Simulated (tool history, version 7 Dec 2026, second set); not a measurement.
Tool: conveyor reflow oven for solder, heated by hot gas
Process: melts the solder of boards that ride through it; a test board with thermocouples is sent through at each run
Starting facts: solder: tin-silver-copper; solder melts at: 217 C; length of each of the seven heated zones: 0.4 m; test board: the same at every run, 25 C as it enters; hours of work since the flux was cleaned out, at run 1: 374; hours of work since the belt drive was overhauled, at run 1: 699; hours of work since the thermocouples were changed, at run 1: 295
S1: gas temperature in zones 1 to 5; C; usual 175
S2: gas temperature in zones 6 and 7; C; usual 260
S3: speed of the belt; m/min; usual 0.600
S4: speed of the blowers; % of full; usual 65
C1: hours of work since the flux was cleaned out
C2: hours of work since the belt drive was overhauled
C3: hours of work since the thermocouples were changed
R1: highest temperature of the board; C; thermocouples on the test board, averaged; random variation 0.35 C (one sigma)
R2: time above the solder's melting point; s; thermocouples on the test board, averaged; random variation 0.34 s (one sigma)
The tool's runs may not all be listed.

run,day,S1,S2,S3,S4,C1,C2,C3,R1,R2
1,0.000,175,260,0.600,65,374,699,295,244.8,54.7
2,0.304,175,260,0.600,65,380,705,301,244.5,54.1
3,0.721,175,275,0.600,65,388,713,309,258.7,64.3
# day 1.321: flux residue cleaned out of gas plates and filters
4,1.612,175,260,0.675,65,6,726,321,243.2,45.9
5,2.046,175,260,0.600,65,14,734,330,246.7,56.3
6,2.492,175,260,0.600,62,22,742,338,246.0,55.8
7,2.862,175,260,0.600,62,29,749,345,246.6,56.9
8,3.300,175,260,0.600,62,37,757,353,246.4,56.2
9,4.000,175,260,0.600,65,51,771,366,246.3,56.5
10,4.562,184,261,0.600,56,61,781,377,247.7,60.9
11,4.921,172,261,0.654,84,68,788,384,247.0,51.2
12,5.617,174,261,0.651,84,81,801,397,247.1,51.7
13,5.933,171,250,0.689,62,87,807,403,232.4,32.4
14,6.333,171,250,0.689,62,95,815,410,232.6,31.8
15,6.983,175,274,0.600,73,107,827,423,259.8,66.0
16,7.608,188,251,0.634,85,119,839,435,241.6,55.7
17,8.217,188,251,0.643,85,130,850,446,241.3,53.7

Each row is a separate what-if for the run after 17, all from the same tool condition, not one after another. Results?
A,8.525,188,272,0.538,85,136,856,452,?,?
B,8.525,188,257,0.570,85,136,856,452,?,?
C,8.525,188,251,0.608,85,136,856,452,?,?

run,R1,R2
A,264.1,82.3
B,249.0,69.1
C,241.9,58.4
Stripped of hidden state, with their random variation kept, the same runs would have yielded:
run,R1,R2
A,263.5,81.1
B,248.4,68.1
C,241.3,57.5
